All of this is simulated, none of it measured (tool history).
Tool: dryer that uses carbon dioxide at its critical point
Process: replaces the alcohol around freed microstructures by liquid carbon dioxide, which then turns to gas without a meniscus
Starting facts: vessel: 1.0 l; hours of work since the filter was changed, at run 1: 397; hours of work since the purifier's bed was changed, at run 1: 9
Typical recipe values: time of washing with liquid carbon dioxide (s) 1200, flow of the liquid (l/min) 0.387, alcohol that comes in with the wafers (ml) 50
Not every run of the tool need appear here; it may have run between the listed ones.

run,hour,time of washing with liquid carbon dioxide (s),flow of the liquid (l/min),alcohol that comes in with the wafers (ml),hours of work since the filter was changed,hours of work since the purifier's bed was changed,alcohol left in the vessel before it's heated (ppm by volume)
1,0,1200,0.387,50,397,9,274
2,7.6,1200,0.387,50,399,12,276
3,26.3,1200,0.387,50,406,18,290
4,35.1,1200,0.387,50,409,22,287
5,50,1200,0.387,50,415,27,300
# hour 64.5: inlet filter changed
6,69.6,1200,0.387,112,2,34,228
7,81,1200,0.387,112,6,38,241
8,91.4,1200,0.387,112,10,42,241
9,102.7,1200,0.387,112,14,46,248
10,115.2,1200,0.387,27,18,51,69
11,123.7,1200,0.387,27,22,54,81
12,133.3,1200,0.387,50,25,57,126
13,143.8,1200,0.387,50,29,61,125
14,161.9,1200,0.387,50,35,68,129
15,179.1,1200,0.387,50,42,74,124
16,188.4,1200,0.387,28,45,77,84
17,200.4,1200,0.65,50,50,82,31
18,211.2,1200,0.65,50,53,85,26
19,219.8,1200,0.65,50,57,89,32
20,235.2,1200,0.267,36,62,94,548
21,248.1,780,0.238,113,67,99,9747
22,262.9,1200,0.252,26,72,104,495
23,277.1,1200,0.252,26,77,110,520
24,294.5,1920,0.239,106,84,116,283
25,307.2,1140,0.419,106,88,120,262
26,317,1140,0.419,106,92,124,275
27,333.4,1020,0.387,102,98,130,666
28,343.2,1080,0.286,102,102,134,1877
29,359.4,1860,0.547,50,107,139,37
30,367.2,1860,0.547,50,110,142,36
31,382.8,1860,0.547,50,116,148,32
32,397.2,1200,0.239,71,121,153,1751
33,413.4,1380,0.512,46,127,159,46
34,424.4,1320,0.554,25,131,163,39
35,437.9,1680,0.39,22,136,168,48
36,456,1680,0.39,22,143,175,40

Take each entry between the runs: how does the hidden state at the last listed run before it differ from the hidden state at the first listed run after it?
In the gap between runs 5 and 6: inlet filter changed (hour 64.5)
  flow that reaches the vessel past the clogged filter, %: 83.5 -> 99.7; alcohol in the recycled carbon dioxide, ppm: 11 -> 12.6
  the result without the hidden state subtracted from the measured one, alcohol left in the vessel before it's heated (ppm by volume): +186 -> +11

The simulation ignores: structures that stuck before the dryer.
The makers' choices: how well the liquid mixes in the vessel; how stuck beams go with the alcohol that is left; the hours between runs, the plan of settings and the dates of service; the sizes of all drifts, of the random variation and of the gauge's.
